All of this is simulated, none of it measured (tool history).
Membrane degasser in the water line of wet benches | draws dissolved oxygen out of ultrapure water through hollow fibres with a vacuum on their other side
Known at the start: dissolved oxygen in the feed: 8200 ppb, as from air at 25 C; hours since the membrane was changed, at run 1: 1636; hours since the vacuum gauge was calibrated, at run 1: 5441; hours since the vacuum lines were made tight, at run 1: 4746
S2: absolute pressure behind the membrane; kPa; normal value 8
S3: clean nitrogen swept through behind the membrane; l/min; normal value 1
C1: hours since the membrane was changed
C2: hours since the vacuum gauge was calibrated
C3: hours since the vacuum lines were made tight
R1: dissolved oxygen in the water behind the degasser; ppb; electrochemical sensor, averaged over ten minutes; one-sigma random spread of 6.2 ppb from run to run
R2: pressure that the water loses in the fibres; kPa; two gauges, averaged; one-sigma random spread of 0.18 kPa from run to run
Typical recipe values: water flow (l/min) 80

run 1 hour=0 | water_flow_(l/min)=80 S2=8 S3=1 | C1=1636 C2=5441 C3=4746 | R1=667.9 R2=35.99
run 2 hour=71.3 | water_flow_(l/min)=80 S2=8 S3=1 | C1=1707 C2=5513 C3=4817 | R1=669.6 R2=35.87
run 3 hour=138.8 | water_flow_(l/min)=80 S2=8 S3=1 | C1=1775 C2=5580 C3=4884 | R1=664.5 R2=36.22
run 4 hour=206.8 | water_flow_(l/min)=80 S2=8 S3=1 | C1=1843 C2=5648 C3=4952 | R1=668.6 R2=36.22
run 5 hour=256.5 | water_flow_(l/min)=80 S2=8 S3=1.16 | C1=1893 C2=5698 C3=5002 | R1=608.9 R2=36.48
run 6 hour=326 | water_flow_(l/min)=80 S2=8 S3=1.16 | C1=1962 C2=5767 C3=5072 | R1=615.7 R2=36.42
run 7 hour=393.5 | water_flow_(l/min)=80 S2=8 S3=1 | C1=2030 C2=5835 C3=5139 | R1=677.7 R2=36.08
-- hour=446.1 vacuum gauge calibrated
run 8 hour=478.6 | water_flow_(l/min)=61 S2=8 S3=1 | C1=2114 C2=33 C3=5224 | R1=522.3 R2=27.52
run 9 hour=532.4 | water_flow_(l/min)=61 S2=8 S3=1 | C1=2168 C2=86 C3=5278 | R1=522 R2=27.9
run 10 hour=569.8 | water_flow_(l/min)=80 S2=18.42 S3=1 | C1=2205 C2=124 C3=5315 | R1=1716.8 R2=36.2
run 11 hour=648.9 | water_flow_(l/min)=80 S2=8 S3=1.16 | C1=2285 C2=203 C3=5394 | R1=564 R2=36.18
run 12 hour=717.7 | water_flow_(l/min)=80 S2=8 S3=1.16 | C1=2353 C2=272 C3=5463 | R1=571.6 R2=36.37
run 13 hour=787.6 | water_flow_(l/min)=80 S2=14.6 S3=1 | C1=2423 C2=342 C3=5533 | R1=1318 R2=36.57
run 14 hour=870.6 | water_flow_(l/min)=48 S2=14.6 S3=1 | C1=2506 C2=425 C3=5616 | R1=949.6 R2=21.75
run 15 hour=920 | water_flow_(l/min)=49 S2=8 S3=1 | C1=2556 C2=474 C3=5665 | R1=437.7 R2=22.32
run 16 hour=995.2 | water_flow_(l/min)=80 S2=5 S3=1 | C1=2631 C2=549 C3=5740 | R1=264.1 R2=36.42
run 17 hour=1040.3 | water_flow_(l/min)=80 S2=5 S3=1 | C1=2676 C2=594 C3=5785 | R1=262.9 R2=36.17
run 18 hour=1084.6 | water_flow_(l/min)=117 S2=5 S3=0.53 | C1=2720 C2=639 C3=5830 | R1=464.2 R2=53.23
run 19 hour=1120.1 | water_flow_(l/min)=80 S2=16.18 S3=0.42 | C1=2756 C2=674 C3=5865 | R1=2337.9 R2=36.08
run 20 hour=1161.4 | water_flow_(l/min)=80 S2=16.18 S3=1.06 | C1=2797 C2=715 C3=5907 | R1=1458.9 R2=36.17
run 21 hour=1199.9 | water_flow_(l/min)=80 S2=16.18 S3=1.06 | C1=2836 C2=754 C3=5945 | R1=1469.6 R2=36.2
run 22 hour=1277.8 | water_flow_(l/min)=68 S2=8 S3=1.02 | C1=2914 C2=832 C3=6023 | R1=549.6 R2=31.02
run 23 hour=1338.6 | water_flow_(l/min)=109 S2=8 S3=1.68 | C1=2974 C2=893 C3=6084 | R1=565.6 R2=49.73
run 24 hour=1420.6 | water_flow_(l/min)=109 S2=8 S3=1.68 | C1=3056 C2=975 C3=6166 | R1=571.6 R2=49.68
-- hour=1484.7 seals of the vacuum lines changed
run 25 hour=1503.3 | water_flow_(l/min)=68 S2=4.92 S3=0.64 | C1=3137 C2=1055 C3=19 | R1=297.3 R2=31.1
run 26 hour=1543.9 | water_flow_(l/min)=68 S2=4.92 S3=0.64 | C1=3178 C2=1096 C3=59 | R1=294.5 R2=30.83
run 27 hour=1621.7 | water_flow_(l/min)=49 S2=4.9 S3=0.64 | C1=3255 C2=1174 C3=137 | R1=233.6 R2=22.37
run 28 hour=1694.9 | water_flow_(l/min)=80 S2=8 S3=1.53 | C1=3329 C2=1247 C3=210 | R1=484.2 R2=36.5
run 29 hour=1772.6 | water_flow_(l/min)=80 S2=5.4 S3=1 | C1=3406 C2=1325 C3=288 | R1=315.8 R2=36.46
run 30 hour=1853.8 | water_flow_(l/min)=56 S2=7.16 S3=0.45 | C1=3488 C2=1406 C3=369 | R1=691.1 R2=25.6
run 31 hour=1900.8 | water_flow_(l/min)=70 S2=7.16 S3=1.11 | C1=3534 C2=1453 C3=416 | R1=450.1 R2=31.64

Difference, measured minus no-hidden-state, one row per run. Run-to-run variation is common to both terms; the gauge's own scatter need not be:
What the log doesn't record here: membrane still open, %; true pressure behind the membrane over the reading, kPa; air that leaks in behind the membrane, l/min; drift of the gauge itself on oxygen_ppb, %; drift of the gauge itself on loss_of_pressure_kpa, %.
run=1 R1=+39.7 R2=+0.2
run=2 R1=+40.3 R2=+0.21
run=3 R1=+40.4 R2=+0.22
run=4 R1=+41 R2=+0.22
run=5 R1=+38.2 R2=+0.24
run=6 R1=+39.1 R2=+0.25
run=7 R1=+42.9 R2=+0.25
run=8 R1=+0.2 R2=+0.2
run=9 R1=+0.6 R2=+0.2
run=10 R1=-2.1 R2=+0.27
run=11 R1=+1.6 R2=+0.28
run=12 R1=+2.1 R2=+0.3
run=13 R1=-0.3 R2=+0.3
run=14 R1=+2.6 R2=+0.18
run=15 R1=+2.9 R2=+0.19
run=16 R1=+5.2 R2=+0.33
run=17 R1=+5.5 R2=+0.33
run=18 R1=+8.6 R2=+0.49
run=19 R1=-15.2 R2=+0.34
run=20 R1=+1.9 R2=+0.34
run=21 R1=+2.2 R2=+0.35
run=22 R1=+5.1 R2=+0.31
run=23 R1=+7.3 R2=+0.51
run=24 R1=+7.9 R2=+0.52
run=25 R1=+11.4 R2=+0.34
run=26 R1=+11.6 R2=+0.34
run=27 R1=+9.8 R2=+0.25
run=28 R1=+8.4 R2=+0.41
run=29 R1=+11.8 R2=+0.43
run=30 R1=+14.2 R2=+0.3
run=31 R1=+10.2 R2=+0.38
